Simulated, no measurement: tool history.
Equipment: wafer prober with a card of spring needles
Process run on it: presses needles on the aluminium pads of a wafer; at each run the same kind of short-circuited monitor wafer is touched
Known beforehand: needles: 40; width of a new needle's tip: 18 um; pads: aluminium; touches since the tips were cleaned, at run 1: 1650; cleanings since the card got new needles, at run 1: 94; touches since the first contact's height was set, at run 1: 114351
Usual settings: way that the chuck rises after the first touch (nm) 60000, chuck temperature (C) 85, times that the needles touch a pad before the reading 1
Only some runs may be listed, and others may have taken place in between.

run    hour  way that the chuck rises after the first touch (nm)  chuck temperature (C)  times that the needles touch a pad before the reading  touches since the tips were cleaned  cleanings since the card got new needles  touches since the first contact's height was set  resistance of one needle with its contact and lead (mohm)  way that a needle slides on the pad (nm)
  1       0                                                60000                     85                                                      1                                 1650                                        94                                            114351                                                        399                                     15260
        7.8  -- tips cleaned on abrasive film
       20.6  -- tips cleaned on abrasive film
         31  -- tips cleaned on abrasive film
       43.9  -- tips cleaned on abrasive film
       56.7  -- tips cleaned on abrasive film
       69.6  -- tips cleaned on abrasive film
       79.9  -- tips cleaned on abrasive film
  2    88.3                                                60000                     85                                                      1                                 3225                                       101                                            148223                                                        493                                     15120
       90.9  -- tips cleaned on abrasive film
      101.3  -- tips cleaned on abrasive film
      114.2  -- tips cleaned on abrasive film
      124.5  -- tips cleaned on abrasive film
      124.8  -- height of the first contact set anew
      135.1  -- tips cleaned on abrasive film
        148  -- tips cleaned on abrasive film
  3   156.1                                                60000                     85                                                      1                                 3131                                       107                                             12028                                                        475                                     15980
      158.7  -- tips cleaned on abrasive film
      169.1  -- tips cleaned on abrasive film
      181.9  -- tips cleaned on abrasive film
      194.8  -- tips cleaned on abrasive film
      207.7  -- tips cleaned on abrasive film
        218  -- tips cleaned on abrasive film
      228.4  -- tips cleaned on abrasive film
  4   231.3                                                60000                     85                                                      1                                 1143                                       114                                             40854                                                        335                                     15590
      239.1  -- tips cleaned on abrasive film
      249.4  -- tips cleaned on abrasive film
      262.3  -- tips cleaned on abrasive film
  5   269.4                                                60000                     85                                                      1                                 2751                                       117                                             55472                                                        471                                     15410
      274.6  -- tips cleaned on abrasive film
        285  -- tips cleaned on abrasive film
      297.8  -- tips cleaned on abrasive film
      308.2  -- tips cleaned on abrasive film
      318.5  -- tips cleaned on abrasive film
      331.4  -- tips cleaned on abrasive film
      341.7  -- tips cleaned on abrasive film
  6   346.7                                                54000                     85                                                      1                                 1925                                       124                                             85078                                                        492                                     13960
      354.4  -- tips cleaned on abrasive film
      367.3  -- tips cleaned on abrasive film
      380.2  -- tips cleaned on abrasive film
      390.5  -- tips cleaned on abrasive film
      403.4  -- tips cleaned on abrasive film
      416.3  -- tips cleaned on abrasive film
      426.6  -- tips cleaned on abrasive film
  7   431.1                                                54000                     85                                                      1                                 1719                                       131                                            117444                                                        526                                     13640
      438.8  -- tips cleaned on abrasive film
      449.2  -- tips cleaned on abrasive film
        462  -- tips cleaned on abrasive film
      474.9  -- tips cleaned on abrasive film
      485.2  -- tips cleaned on abrasive film
  8   489.4                                                54000                     85                                                      1                                 1586                                       136                                            139791                                                        497                                     13480
      497.1  -- tips cleaned on abrasive film
      507.4  -- tips cleaned on abrasive film
      520.3  -- tips cleaned on abrasive film
      533.2  -- tips cleaned on abrasive film
      546.1  -- tips cleaned on abrasive film
      548.9  -- height of the first contact set anew
      556.7  -- tips cleaned on abrasive film
      569.6  -- tips cleaned on abrasive film
      582.1  -- tips cleaned on abrasive film
  9   582.1                                                54000                     85                                                      1                                    0                                       144                                             12696                                                        209                                     14380
      592.4  -- tips cleaned on abrasive film
      605.3  -- tips cleaned on abrasive film
      615.6  -- tips cleaned on abrasive film
      628.5  -- tips cleaned on abrasive film
      640.8  -- tips cleaned on abrasive film
 10   640.8                                                54000                     85                                                      1                                    0                                       149                                             35219                                                        199                                     14080
      653.7  -- tips cleaned on abrasive film
        664  -- tips cleaned on abrasive film
      676.9  -- tips cleaned on abrasive film
      689.8  -- tips cleaned on abrasive film
      702.7  -- tips cleaned on abrasive film
      715.6  -- tips cleaned on abrasive film
      728.4  -- tips cleaned on abrasive film
 11   732.1                                                54000                     85                                                      1                                 1427                                       156                                             70258                                                        471                                     13900
      739.9  -- tips cleaned on abrasive film
      750.2  -- tips cleaned on abrasive film
      763.1  -- tips cleaned on abrasive film
      773.4  -- tips cleaned on abrasive film
      786.3  -- tips cleaned on abrasive film
 12   796.5                                                43000                     85                                                      1                                 3952                                       161                                             94970                                                       1011                                     10700
      799.2  -- tips cleaned on abrasive film
      812.1  -- tips cleaned on abrasive film
      822.4  -- tips cleaned on abrasive film
      835.3  -- tips cleaned on abrasive film
      845.6  -- tips cleaned on abrasive film
      858.5  -- tips cleaned on abrasive film
      871.4  -- tips cleaned on abrasive film
      884.2  -- tips cleaned on abrasive film
 13   888.3                                                74000                     45                                                      1                                 1554                                       169                                            130136                                                        348                                     18970
        896  -- tips cleaned on abrasive film
      908.9  -- tips cleaned on abrasive film
      919.2  -- tips cleaned on abrasive film
      932.1  -- tips cleaned on abrasive film
        945  -- tips cleaned on abrasive film
      957.9  -- tips cleaned on abrasive film
 14   959.1                                                44000                     45                                                      1                                  465                                       175                                            157295                                                        486                                     10950
      969.4  -- tips cleaned on abrasive film
      972.3  -- height of the first contact set anew
      982.6  -- tips cleaned on abrasive film
      995.5  -- tips cleaned on abrasive film
     1008.4  -- tips cleaned on abrasive film
     1021.2  -- tips cleaned on abrasive film
     1034.1  -- tips cleaned on abrasive film
       1047  -- tips cleaned on abrasive film
 15  1048.4                                                46000                     31                                                      3                                  529                                       182                                             29199                                                        270                                     12130
     1058.7  -- tips cleaned on abrasive film
     1071.6  -- tips cleaned on abrasive film
     1084.5  -- tips cleaned on abrasive film
     1094.8  -- tips cleaned on abrasive film
 16  1104.9                                                46000                     31                                                      3                                 3910                                       186                                             50903                                                        448                                     11860
     1107.5  -- tips cleaned on abrasive film
     1120.4  -- tips cleaned on abrasive film
     1133.3  -- tips cleaned on abrasive film
     1146.2  -- tips cleaned on abrasive film
     1156.5  -- tips cleaned on abrasive film
     1169.4  -- tips cleaned on abrasive film
     1179.7  -- tips cleaned on abrasive film
       1190  -- tips cleaned on abrasive film
 17    1197                                                75000                     92                                                      3                                 2698                                       194                                             86225                                                        254                                     19330
     1202.2  -- tips cleaned on abrasive film
     1215.1  -- tips cleaned on abrasive film
     1225.4  -- tips cleaned on abrasive film
     1238.3  -- tips cleaned on abrasive film
     1251.2  -- tips cleaned on abrasive film
     1264.1  -- tips cleaned on abrasive film
       1277  -- tips cleaned on abrasive film
 18  1285.7                                                73000                     44                                                      1                                 3388                                       201                                            120259                                                        487                                     18810
     1288.4  -- tips cleaned on abrasive film
     1298.7  -- tips cleaned on abrasive film
     1311.6  -- tips cleaned on abrasive film
     1324.5  -- tips cleaned on abrasive film
     1337.4  -- tips cleaned on abrasive film
     1347.7  -- tips cleaned on abrasive film
 19  1355.6                                                50000                     38                                                      1                                 3051                                       207                                            147037                                                        845                                     12600
     1358.2  -- tips cleaned on abrasive film
     1370.2  -- card fitted with new needles
     1380.6  -- tips cleaned on abrasive film
     1393.4  -- tips cleaned on abrasive film
     1403.8  -- tips cleaned on abrasive film
     1416.2  -- tips cleaned on abrasive film
 20  1416.2                                                50000                     25                                                      1                                    0                                         4                                             17636                                                        173                                     13320
     1429.1  -- tips cleaned on abrasive film
       1442  -- tips cleaned on abrasive film
     1454.9  -- tips cleaned on abrasive film
     1467.8  -- tips cleaned on abrasive film
     1480.6  -- tips cleaned on abrasive film
     1493.5  -- tips cleaned on abrasive film
 21  1498.1                                                66000                     25                                                      2                                 1784                                        10                                             49078                                                        253                                     17370
     1505.9  -- tips cleaned on abrasive film
     1516.2  -- tips cleaned on abrasive film
     1529.1  -- tips cleaned on abrasive film
       1542  -- tips cleaned on abrasive film
 22  1543.4                                                50000                     35                                                      2                                  552                                        14                                             66436                                                        216                                     12770

Each row is a separate what-if for the run after 22, all from the same tool condition, not one after another. Results?
     1553.7  -- tips cleaned on abrasive film
     1564.1  -- tips cleaned on abrasive film
       1577  -- tips cleaned on abrasive film
     1589.8  -- tips cleaned on abrasive film
     1602.7  -- tips cleaned on abrasive film
     1615.6  -- tips cleaned on abrasive film
     1626.3  -- tips cleaned on abrasive film
  A  1626.3                                                70000                     36                                                      3                                    0                                        21                                             98218                                                          ?                                         ?
     1553.7  -- tips cleaned on abrasive film
     1564.1  -- tips cleaned on abrasive film
       1577  -- tips cleaned on abrasive film
     1589.8  -- tips cleaned on abrasive film
     1602.7  -- tips cleaned on abrasive film
     1615.6  -- tips cleaned on abrasive film
     1626.3  -- tips cleaned on abrasive film
  B  1626.3                                                77000                     36                                                      2                                    0                                        21                                             98218                                                          ?                                         ?
     1553.7  -- tips cleaned on abrasive film
     1564.1  -- tips cleaned on abrasive film
       1577  -- tips cleaned on abrasive film
     1589.8  -- tips cleaned on abrasive film
     1602.7  -- tips cleaned on abrasive film
     1615.6  -- tips cleaned on abrasive film
     1626.3  -- tips cleaned on abrasive film
  C  1626.3                                                71000                    110                                                      2                                    0                                        21                                             98218                                                          ?                                         ?
     1553.7  -- tips cleaned on abrasive film
     1564.1  -- tips cleaned on abrasive film
       1577  -- tips cleaned on abrasive film
     1589.8  -- tips cleaned on abrasive film
     1602.7  -- tips cleaned on abrasive film
     1615.6  -- tips cleaned on abrasive film
     1626.3  -- tips cleaned on abrasive film
  D  1626.3                                                58000                     60                                                      1                                    0                                        21                                             98218                                                          ?                                         ?

run  resistance of one needle with its contact and lead (mohm)  way that a needle slides on the pad (nm)
  A                                                        143                                     18210
  B                                                        145                                     20050
  C                                                        160                                     18270
  D                                                        176                                     14870
Without the tool's hidden state the same runs would have given:
run  resistance of one needle with its contact and lead (mohm)  way that a needle slides on the pad (nm)
  A                                                        136                                     18760
  B                                                        136                                     20590
  C                                                        150                                     18800
  D                                                        151                                     15410

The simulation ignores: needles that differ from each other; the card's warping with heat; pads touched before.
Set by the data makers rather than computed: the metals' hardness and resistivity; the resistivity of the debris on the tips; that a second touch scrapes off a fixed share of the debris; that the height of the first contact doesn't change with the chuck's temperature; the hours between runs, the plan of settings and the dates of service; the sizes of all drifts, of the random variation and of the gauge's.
